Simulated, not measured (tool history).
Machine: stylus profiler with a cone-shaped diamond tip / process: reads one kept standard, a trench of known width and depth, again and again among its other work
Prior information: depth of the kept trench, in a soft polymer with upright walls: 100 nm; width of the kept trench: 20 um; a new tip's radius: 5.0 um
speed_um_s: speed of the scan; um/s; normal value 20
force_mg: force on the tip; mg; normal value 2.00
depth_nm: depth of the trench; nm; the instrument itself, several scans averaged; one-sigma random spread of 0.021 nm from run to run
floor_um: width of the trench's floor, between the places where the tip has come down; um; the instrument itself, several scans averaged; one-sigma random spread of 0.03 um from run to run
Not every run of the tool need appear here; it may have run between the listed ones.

| run | hour | speed_um_s | force_mg | depth_nm | floor_um |
|---|---|---|---|---|---|
| 1 | 0.0 | 20 | 2.00 | 101.31 | 17.91 |
| 2 | 56.0 | 20 | 0.76 | 100.65 | 17.86 |
| 3 | 129.5 | 20 | 0.83 | 100.70 | 17.80 |
| 4 | 237.9 | 20 | 0.83 | 100.70 | 17.89 |
| 5 | 308.8 | 20 | 2.00 | 101.24 | 17.90 |
| 6 | 416.8 | 20 | 2.00 | 101.26 | 17.87 |
| 7 | 500.6 | 20 | 2.00 | 101.27 | 17.93 |
| 8 | 593.5 | 24 | 2.00 | 101.26 | 17.83 |
| 9 | 668.7 | 24 | 2.00 | 101.35 | 17.85 |
| 10 | 721.1 | 24 | 2.00 | 101.30 | 17.89 |
| 11 | 769.5 | 20 | 2.00 | 101.27 | 17.86 |
| 12 | 816.2 | 20 | 2.00 | 101.27 | 17.85 |
| 13 | 912.7 | 20 | 2.00 | 101.23 | 17.86 |
| 14 | 1009.8 | 20 | 2.00 | 101.29 | 17.93 |
|  | 1053.0 | new tip fitted, height scale calibrated |
| 15 | 1121.4 | 20 | 2.00 | 101.24 | 17.94 |
| 16 | 1178.9 | 20 | 2.00 | 101.27 | 17.91 |
| 17 | 1288.2 | 16 | 1.40 | 101.01 | 17.86 |
| 18 | 1399.5 | 20 | 3.73 | 101.97 | 17.96 |
| 19 | 1474.2 | 20 | 4.39 | 102.18 | 17.92 |
| 20 | 1524.2 | 40 | 0.90 | 100.69 | 17.71 |
| 21 | 1607.0 | 40 | 0.90 | 100.74 | 17.74 |
| 22 | 1670.5 | 40 | 0.90 | 100.76 | 17.75 |
| 23 | 1772.4 | 7 | 1.16 | 100.89 | 17.96 |
| 24 | 1831.3 | 7 | 1.16 | 100.91 | 17.96 |
| 25 | 1919.8 | 12 | 2.90 | 101.64 | 17.96 |
| 26 | 2018.4 | 22 | 1.00 | 100.81 | 17.83 |
| 27 | 2079.6 | 22 | 1.00 | 100.83 | 17.90 |
| 28 | 2180.5 | 22 | 1.00 | 100.75 | 17.86 |
| 29 | 2286.9 | 38 | 1.19 | 100.91 | 17.73 |

A few steps of floor_um between consecutive runs. Split each: what settings, incoming material and random variation would produce without the hidden state, and what is left over for the hidden state, along with gauge scatter present in only one of the two compared results (measured, and without hidden state):
Hidden state present: radius of the tip, um; height scale over the true one, %; drift of the gauge itself on depth_nm, %; drift of the gauge itself on floor_um, %.
Run 4 -> 5: force_mg 0.83 -> 2.00. floor_um +0.01 um: hidden state -0.01, all else +0.02.
Run 14 -> 15: new tip fitted, height scale calibrated. floor_um +0.01 um: hidden state +0.03, all else -0.02.
Run 19 -> 20: speed_um_s 20 -> 40, force_mg 4.39 -> 0.90. floor_um -0.21 um: hidden state +0.00, all else -0.21.
Run 22 -> 23: speed_um_s 40 -> 7, force_mg 0.90 -> 1.16. floor_um +0.21 um: hidden state -0.01, all else +0.22.

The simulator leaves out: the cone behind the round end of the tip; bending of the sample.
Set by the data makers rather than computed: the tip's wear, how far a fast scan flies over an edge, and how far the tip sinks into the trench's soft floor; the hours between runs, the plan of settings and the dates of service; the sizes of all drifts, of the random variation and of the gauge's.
